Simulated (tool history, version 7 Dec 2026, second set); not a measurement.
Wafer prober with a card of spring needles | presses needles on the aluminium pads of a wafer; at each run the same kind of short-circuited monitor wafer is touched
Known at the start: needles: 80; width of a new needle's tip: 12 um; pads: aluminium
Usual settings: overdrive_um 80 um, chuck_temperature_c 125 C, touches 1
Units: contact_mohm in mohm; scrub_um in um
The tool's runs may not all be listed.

run	hour	overdrive_um	chuck_temperature_c	touches	contact_mohm	scrub_um
1	0.0	80	125	1	202	21.57
2	10.2	80	46	1	209	21.53
3	20.7	80	46	1	164	21.54
4	29.8	80	125	1	193	21.64
5	46.4	80	125	1	214	21.54
6	64.0	80	125	1	173	21.47
7	77.5	80	55	1	194	21.52
8	95.8	80	55	1	210	21.50
9	113.0	80	114	1	188	21.44
10	127.7	80	114	1	206	21.45
11	144.7	67	125	1	171	17.94
12	153.1	67	125	1	202	17.93
13	167.5	67	125	1	232	17.87
14	186.9	80	125	1	155	21.32
15	197.2	80	125	1	187	21.34
16	208.9	80	125	1	203	21.44
17	217.4	95	125	1	192	25.43
18	229.7	65	125	1	174	17.37
19	238.2	87	125	2	166	23.25
20	248.1	87	57	1	187	23.31
21	264.6	91	57	1	195	24.30
22	280.5	80	27	2	156	21.34
23	290.0	73	27	3	155	19.37
24	301.5	73	27	3	162	19.49
25	312.6	99	56	1	132	26.33
26	329.9	80	81	1	189	21.27
27	349.5	75	56	2	188	19.96
28	368.2	79	125	1	190	21.00
29	376.6	79	125	1	204	21.02
30	387.7	66	37	1	242	17.52
31	399.2	66	37	1	154	17.37
32	416.6	66	37	1	222	17.47
33	431.1	67	125	3	181	17.85
34	440.1	80	108	1	151	21.25

Taken out of this log: 11 entries between the listed runs. Where each belongs, and how the hidden state differs across it:
Between runs 2 and 3: tips cleaned on abrasive film (hour 14.8)
  debris on the tips, nm: 177.6 -> 71.3; way that the needles fall short of the set height, um: 0 -> 0.11; tips' diameter, um: 12 -> 12.04
  measured less the result without the state, contact_mohm: +77 -> +32 mohm; scrub_um: +0.00 -> -0.03 um
Between runs 5 and 6: tips cleaned on abrasive film (hour 57.0)
  debris on the tips, nm: 172.6 -> 81.1; way that the needles fall short of the set height, um: 0.11 -> 0.23; tips' diameter, um: 12.04 -> 12.08
  measured less the result without the state, contact_mohm: +67 -> +31 mohm; scrub_um: -0.03 -> -0.07 um
Between runs 8 and 9: tips cleaned on abrasive film (hour 99.0)
  debris on the tips, nm: 179.5 -> 117.4; way that the needles fall short of the set height, um: 0.23 -> 0.34; tips' diameter, um: 12.08 -> 12.12
  measured less the result without the state, contact_mohm: +78 -> +46 mohm; scrub_um: -0.07 -> -0.09 um
Between runs 10 and 11: tips cleaned on abrasive film (hour 141.3)
  debris on the tips, nm: 165.6 -> 48.9; way that the needles fall short of the set height, um: 0.34 -> 0.45; tips' diameter, um: 12.12 -> 12.16
  measured less the result without the state, contact_mohm: +66 -> +25 mohm; scrub_um: -0.09 -> -0.12 um
Between runs 13 and 14: tips cleaned on abrasive film (hour 184.3)
  debris on the tips, nm: 161.4 -> 33.6; way that the needles fall short of the set height, um: 0.45 -> 0.54; tips' diameter, um: 12.16 -> 12.19
  measured less the result without the state, contact_mohm: +84 -> +13 mohm; scrub_um: -0.12 -> -0.14 um
Between runs 17 and 18: tips cleaned on abrasive film (hour 227.5)
  debris on the tips, nm: 172.6 -> 48.1; way that the needles fall short of the set height, um: 0.54 -> 0.65; tips' diameter, um: 12.19 -> 12.23
  measured less the result without the state, contact_mohm: +52 -> +27 mohm; scrub_um: -0.14 -> -0.18 um
Between runs 21 and 22: tips cleaned on abrasive film (hour 270.2)
  debris on the tips, nm: 177.8 -> 99.8; way that the needles fall short of the set height, um: 0.65 -> 0.76; tips' diameter, um: 12.23 -> 12.26
  measured less the result without the state, contact_mohm: +65 -> +29 mohm; scrub_um: -0.18 -> -0.20 um
Between runs 24 and 25: tips cleaned on abrasive film (hour 312.6)
  debris on the tips, nm: 169.5 -> 13.8; way that the needles fall short of the set height, um: 0.76 -> 0.86; tips' diameter, um: 12.26 -> 12.3
  measured less the result without the state, contact_mohm: +33 -> +5 mohm; scrub_um: -0.21 -> -0.24 um
Between runs 27 and 28: tips cleaned on abrasive film (hour 354.7)
  debris on the tips, nm: 176.2 -> 114.2; way that the needles fall short of the set height, um: 0.86 -> 0.94; tips' diameter, um: 12.3 -> 12.33
  measured less the result without the state, contact_mohm: +54 -> +47 mohm; scrub_um: -0.23 -> -0.25 um
Between runs 30 and 31: tips cleaned on abrasive film (hour 396.8)
  debris on the tips, nm: 171.6 -> 34.8; way that the needles fall short of the set height, um: 0.94 -> 1.04; tips' diameter, um: 12.33 -> 12.36
  measured less the result without the state, contact_mohm: +108 -> +23 mohm; scrub_um: -0.26 -> -0.28 um
Between runs 33 and 34: tips cleaned on abrasive film (hour 438.6)
  debris on the tips, nm: 173 -> 29.5; way that the needles fall short of the set height, um: 1.04 -> 1.12; tips' diameter, um: 12.36 -> 12.39
  measured less the result without the state, contact_mohm: +34 -> +13 mohm; scrub_um: -0.28 -> -0.30 um
